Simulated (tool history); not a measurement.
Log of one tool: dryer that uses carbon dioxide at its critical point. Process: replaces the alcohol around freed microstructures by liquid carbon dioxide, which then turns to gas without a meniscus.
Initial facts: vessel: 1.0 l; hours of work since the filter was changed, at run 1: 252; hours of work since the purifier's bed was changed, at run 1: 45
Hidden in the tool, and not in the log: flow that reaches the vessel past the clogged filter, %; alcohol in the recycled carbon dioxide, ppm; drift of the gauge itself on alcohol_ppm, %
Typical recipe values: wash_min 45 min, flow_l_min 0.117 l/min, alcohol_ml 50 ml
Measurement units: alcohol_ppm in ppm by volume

run	hour	wash_min	flow_l_min	alcohol_ml	hours of work since the filter was changed	hours of work since the purifier's bed was changed	alcohol_ppm
1	0	45	0.117	50	252	45	651
2	9.5	45	0.117	50	257	50	650
3	13.9	45	0.117	48	259	52	648
4	19.2	45	0.16	50	261	54	141
5	24.4	45	0.16	50	264	57	154
# hour 33.3: inlet filter changed
6	34.8	45	0.16	50	1	61	54
7	38.9	45	0.16	50	3	63	55
8	43.5	45	0.16	50	5	65	69
9	48.8	45	0.16	50	7	68	62
10	53.3	45	0.16	50	9	70	67
11	60.4	32	0.084	104	13	73	7730
12	68.5	32	0.084	104	17	77	7608
13	72.6	32	0.084	54	18	79	4006
14	81.5	67	0.084	54	23	83	264

Each row is a separate what-if for the run after 14, all from the same tool condition, not one after another. Results?
A	89.8	56	0.115	68	27	87	?
B	89.8	46	0.087	72	27	87	?
C	89.8	67	0.146	54	27	87	?

run	alcohol_ppm
A	163
B	1591
C	32
Had the tool no hidden state, the same runs would have come out as:
run	alcohol_ppm
A	134
B	1479
C	17

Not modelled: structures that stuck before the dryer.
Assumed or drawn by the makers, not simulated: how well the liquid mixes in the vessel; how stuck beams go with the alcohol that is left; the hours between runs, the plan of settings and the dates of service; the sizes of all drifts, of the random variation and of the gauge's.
